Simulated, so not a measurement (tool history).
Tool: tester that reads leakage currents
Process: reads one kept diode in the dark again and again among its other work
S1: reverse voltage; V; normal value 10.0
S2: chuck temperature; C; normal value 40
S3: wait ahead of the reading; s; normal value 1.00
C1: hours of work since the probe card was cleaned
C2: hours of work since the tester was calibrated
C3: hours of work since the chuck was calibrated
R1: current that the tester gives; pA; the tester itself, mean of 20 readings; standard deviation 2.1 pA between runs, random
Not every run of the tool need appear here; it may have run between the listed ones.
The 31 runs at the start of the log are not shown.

run	day	S1	S2	S3	C1	C2	C3	R1
32	59.062	17.3	48	3.38	218	1445	157	1607.37
33	60.221	17.3	48	3.38	233	1460	172	1603.45
34	61.458	5.2	30	1.30	249	1476	188	238.82
35	62.812	10.0	40	1.43	266	1494	206	700.26
36	65.588	2.6	59	2.05	302	1530	241	1522.23
37	67.267	7.2	27	2.05	324	1551	263	214.72
38	68.683	7.2	27	0.71	342	1569	281	215.85
39	71.033	7.2	27	0.71	372	1600	312	216.05
40	72.846	7.2	27	0.71	396	1623	335	216.67

Branching from run 40: 3 alternative next runs. What would each branch give?
A	74.383	7.2	40	0.71	415	1643	355	?
B	74.383	10.0	40	1.03	415	1643	355	?
C	74.383	1.0	42	0.38	415	1643	355	?

run	R1
A	603.10
B	694.05
C	295.23
With no hidden state in the tool, these same runs would have given:
run	R1
A	605.04
B	695.53
C	297.25
